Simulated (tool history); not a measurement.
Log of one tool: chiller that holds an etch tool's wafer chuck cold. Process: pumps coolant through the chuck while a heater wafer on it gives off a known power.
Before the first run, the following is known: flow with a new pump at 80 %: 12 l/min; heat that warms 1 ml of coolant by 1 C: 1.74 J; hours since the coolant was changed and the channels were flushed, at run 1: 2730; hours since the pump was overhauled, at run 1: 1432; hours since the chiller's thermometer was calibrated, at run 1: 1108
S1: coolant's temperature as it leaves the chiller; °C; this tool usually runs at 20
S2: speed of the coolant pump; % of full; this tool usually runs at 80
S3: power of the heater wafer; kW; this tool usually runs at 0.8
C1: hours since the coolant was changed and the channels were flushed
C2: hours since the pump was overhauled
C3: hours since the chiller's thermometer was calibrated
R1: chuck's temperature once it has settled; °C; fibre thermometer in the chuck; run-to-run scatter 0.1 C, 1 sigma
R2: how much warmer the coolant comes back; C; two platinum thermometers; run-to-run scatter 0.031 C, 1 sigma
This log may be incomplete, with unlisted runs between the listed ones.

{"run": 1, "day": 0.0, "S1": 20, "S2": 80, "S3": 0.8, "C1": 2730, "C2": 1432, "C3": 1108, "R1": 28.2, "R2": 2.37}
{"run": 2, "day": 1.338, "S1": 16, "S2": 80, "S3": 0.8, "C1": 2762, "C2": 1464, "C3": 1140, "R1": 24.1, "R2": 2.29}
{"run": 3, "day": 2.75, "S1": 16, "S2": 80, "S3": 0.8, "C1": 2796, "C2": 1498, "C3": 1174, "R1": 24, "R2": 2.35}
{"run": 4, "day": 4.192, "S1": 20, "S2": 80, "S3": 0.8, "C1": 2831, "C2": 1533, "C3": 1209, "R1": 28.2, "R2": 2.35}
{"run": 5, "day": 5.742, "S1": 20, "S2": 80, "S3": 0.8, "C1": 2868, "C2": 1570, "C3": 1246, "R1": 28.3, "R2": 2.32}
{"run": 6, "day": 6.488, "S1": 20, "S2": 80, "S3": 0.8, "C1": 2886, "C2": 1588, "C3": 1264, "R1": 28.2, "R2": 2.32}
{"run": 7, "day": 7.946, "S1": 20, "S2": 80, "S3": 0.8, "C1": 2921, "C2": 1623, "C3": 1299, "R1": 28.1, "R2": 2.37}
{"run": 8, "day": 9.412, "S1": 20, "S2": 80, "S3": 0.8, "C1": 2956, "C2": 1658, "C3": 1334, "R1": 28.4, "R2": 2.39}
{"run": 9, "day": 10.858, "S1": 20, "S2": 80, "S3": 0.8, "C1": 2991, "C2": 1693, "C3": 1369, "R1": 28.2, "R2": 2.32}
{"run": 10, "day": 12.429, "S1": 20, "S2": 80, "S3": 0.8, "C1": 3029, "C2": 1731, "C3": 1407, "R1": 28, "R2": 2.33}
{"run": 11, "day": 14.146, "S1": 20, "S2": 80, "S3": 0.8, "C1": 3070, "C2": 1772, "C3": 1448, "R1": 28.3, "R2": 2.38}
{"run": 12, "day": 14.921, "S1": 20, "S2": 80, "S3": 0.8, "C1": 3088, "C2": 1790, "C3": 1466, "R1": 28.2, "R2": 2.35}
{"run": 13, "day": 15.733, "S1": 20, "S2": 80, "S3": 0.8, "C1": 3108, "C2": 1810, "C3": 1486, "R1": 28.3, "R2": 2.36}
{"run": 14, "day": 17.212, "S1": 20, "S2": 80, "S3": 0.8, "C1": 3143, "C2": 1845, "C3": 1521, "R1": 28.3, "R2": 2.34}
{"run": 15, "day": 18.638, "S1": 25, "S2": 80, "S3": 0.8, "C1": 3178, "C2": 1880, "C3": 1556, "R1": 33.1, "R2": 2.36}
{"run": 16, "day": 19.554, "S1": 25, "S2": 80, "S3": 0.8, "C1": 3200, "C2": 1902, "C3": 1578, "R1": 33.2, "R2": 2.35}
{"run": 17, "day": 20.375, "S1": 20, "S2": 62, "S3": 0.8, "C1": 3219, "C2": 1921, "C3": 1597, "R1": 30, "R2": 3.16}
{"run": 18, "day": 21.771, "S1": 28, "S2": 95, "S3": 0.8, "C1": 3253, "C2": 1955, "C3": 1631, "R1": 35.2, "R2": 1.92}
{"run": 19, "day": 23.525, "S1": 28, "S2": 95, "S3": 0.8, "C1": 3295, "C2": 1997, "C3": 1673, "R1": 35.2, "R2": 1.91}
{"run": 20, "day": 24.775, "S1": 23, "S2": 61, "S3": 0.698, "C1": 3325, "C2": 2027, "C3": 1703, "R1": 32, "R2": 2.8}
{"run": 21, "day": 25.6, "S1": 11, "S2": 61, "S3": 0.698, "C1": 3345, "C2": 2047, "C3": 1723, "R1": 20, "R2": 2.87}
{"run": 22, "day": 26.85, "S1": 12, "S2": 61, "S3": 0.698, "C1": 3375, "C2": 2077, "C3": 1753, "R1": 20.8, "R2": 2.84}
{"run": 23, "day": 27.979, "S1": 26, "S2": 64, "S3": 0.8, "C1": 3402, "C2": 2104, "C3": 1780, "R1": 35.9, "R2": 3.05}
{"run": 24, "day": 29.267, "S1": 26, "S2": 64, "S3": 0.8, "C1": 3433, "C2": 2135, "C3": 1811, "R1": 36, "R2": 3.05}
{"run": 25, "day": 30.654, "S1": 11, "S2": 90, "S3": 0.544, "C1": 3466, "C2": 2168, "C3": 1844, "R1": 16.1, "R2": 1.38}
{"run": 26, "day": 31.754, "S1": 20, "S2": 100, "S3": 1.064, "C1": 3492, "C2": 2194, "C3": 1870, "R1": 29.4, "R2": 2.48}
{"run": 27, "day": 33.45, "S1": 11, "S2": 96, "S3": 1.116, "C1": 3533, "C2": 2235, "C3": 1911, "R1": 21, "R2": 2.71}
{"run": 28, "day": 35.146, "S1": 11, "S2": 96, "S3": 1.116, "C1": 3574, "C2": 2276, "C3": 1952, "R1": 21, "R2": 2.71}
{"run": 29, "day": 36.846, "S1": 13, "S2": 81, "S3": 0.606, "C1": 3615, "C2": 2317, "C3": 1993, "R1": 19.3, "R2": 1.76}
{"run": 30, "day": 37.954, "S1": 13, "S2": 67, "S3": 0.718, "C1": 3641, "C2": 2343, "C3": 2019, "R1": 21.5, "R2": 2.66}
{"run": 31, "day": 39.425, "S1": 13, "S2": 67, "S3": 0.718, "C1": 3676, "C2": 2379, "C3": 2054, "R1": 21.6, "R2": 2.61}
{"run": 32, "day": 40.192, "S1": 13, "S2": 67, "S3": 0.718, "C1": 3695, "C2": 2397, "C3": 2073, "R1": 21.6, "R2": 2.65}
{"run": 33, "day": 41.871, "S1": 13, "S2": 67, "S3": 0.718, "C1": 3735, "C2": 2437, "C3": 2113, "R1": 21.7, "R2": 2.61}

Pick out some run-to-run changes in R1. Of each, how much would a tool without hidden state show as well, from the settings, what came in and chance, and how much is left for the hidden state and any gauge scatter not in both results compared?
The hidden state here: heat passed by the chuck's channels, % of clean ones'; flow at a given pump speed, % of a new pump's; coolant's true temperature over the reading, C; drift of the gauge itself on chuck_c, C; drift of the gauge itself on warmer_back_c, C.
Run 22 -> 23: S1 12 -> 26, S2 61 -> 64, S3 0.698 -> 0.8. R1 +15.1 °C: hidden state +0.1, all else +15.
Run 24 -> 25: S1 26 -> 11, S2 64 -> 90, S3 0.8 -> 0.544. R1 -19.9 °C: hidden state -0.3, all else -19.6.
Run 25 -> 26: S1 11 -> 20, S2 90 -> 100, S3 0.544 -> 1.064. R1 +13.3 °C: hidden state +0.3, all else +13.
Run 28 -> 29: S1 11 -> 13, S2 96 -> 81, S3 1.116 -> 0.606. R1 -1.7 °C: hidden state -0.3, all else -1.4.
